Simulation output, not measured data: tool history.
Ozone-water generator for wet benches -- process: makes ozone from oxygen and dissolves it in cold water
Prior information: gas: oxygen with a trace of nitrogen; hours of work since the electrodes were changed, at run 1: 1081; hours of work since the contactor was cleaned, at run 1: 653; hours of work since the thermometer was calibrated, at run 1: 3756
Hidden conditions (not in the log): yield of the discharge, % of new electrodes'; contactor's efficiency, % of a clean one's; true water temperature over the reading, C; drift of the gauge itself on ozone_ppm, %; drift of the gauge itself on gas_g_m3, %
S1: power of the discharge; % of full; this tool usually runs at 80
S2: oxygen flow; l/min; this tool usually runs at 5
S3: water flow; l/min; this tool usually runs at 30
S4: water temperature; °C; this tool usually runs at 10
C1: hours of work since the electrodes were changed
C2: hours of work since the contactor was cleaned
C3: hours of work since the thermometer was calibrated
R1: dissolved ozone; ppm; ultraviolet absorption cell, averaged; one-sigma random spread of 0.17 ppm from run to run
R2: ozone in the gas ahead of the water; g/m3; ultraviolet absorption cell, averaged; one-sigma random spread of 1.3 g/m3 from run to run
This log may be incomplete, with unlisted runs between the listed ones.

run,hour,S1,S2,S3,S4,C1,C2,C3,R1,R2
1,0,80,5,30,10,1081,653,3756,22.5,240.1
2,29.5,80,5,30,12,1102,674,3777,22,240.1
3,56.8,86,5,30,10,1121,693,3797,23,249.3
4,79.1,80,5,30,17,1137,709,3812,21.1,237
5,112.7,80,5,30,17,1160,732,3836,20.8,238.9
6,136.8,80,5,30,10,1177,749,3853,22.3,240
7,169.5,80,5,30,6,1200,773,3876,22.7,238.1
8,193.1,100,5,30,10,1217,789,3893,25.3,271
9,245.5,100,5,30,10,1254,826,3930,25.5,271.5
10,300.1,80,5,30,10,1293,865,3968,22.2,237.5
11,331.4,80,5,30,10,1315,887,3991,22.2,234.8
12,365.2,80,5,47,10,1339,911,4014,14,239.2
13,405.2,80,5,41,10,1367,939,4043,16.1,237.1
14,458.4,80,5,41,10,1404,977,4080,15.9,235.3
15,481.1,71,7.27,29,9,1420,993,4096,23.7,187.9
16,535.2,71,7.27,29,9,1459,1031,4134,23.5,188.3
17,569.1,42,3.15,29,9,1483,1055,4158,13.8,201.6
18,609.3,42,3.15,29,14,1511,1083,4187,13.2,198.6
19,664.8,64,5,23,10,1550,1122,4226,24.4,207.4
20,719.7,80,5,30,12,1589,1161,4265,21.6,235.1
21,749,64,5,30,10,1610,1182,4285,19.3,207
22,774.8,80,4.87,44,10,1628,1200,4304,14.6,237.1
23,801.4,80,4.87,44,10,1647,1219,4322,14.8,239.5
24,832.8,80,4.87,44,16,1669,1241,4345,14,238.2

Branching from run 24: 5 alternative next runs. What would each branch give?
A,866.1,94,6.68,44,16,1692,1265,4368,?,?
B,866.1,86,7.2,44,7,1692,1265,4368,?,?
C,866.1,89,5,30,7,1692,1265,4368,?,?
D,866.1,80,4.87,30,7,1692,1265,4368,?,?
E,866.1,80,8.48,30,10,1692,1265,4368,?,?

run,R1,R2
A,17,228.3
B,18,207.8
C,23.7,247.8
D,22.6,237
E,24.5,184.8
The same runs, with their run-to-run variation unchanged, on a tool lacking any hidden condition would have given:
run,R1,R2
A,18.3,242.2
B,19.3,219.9
C,25.4,262.5
D,24.1,250.2
E,26.2,195.1

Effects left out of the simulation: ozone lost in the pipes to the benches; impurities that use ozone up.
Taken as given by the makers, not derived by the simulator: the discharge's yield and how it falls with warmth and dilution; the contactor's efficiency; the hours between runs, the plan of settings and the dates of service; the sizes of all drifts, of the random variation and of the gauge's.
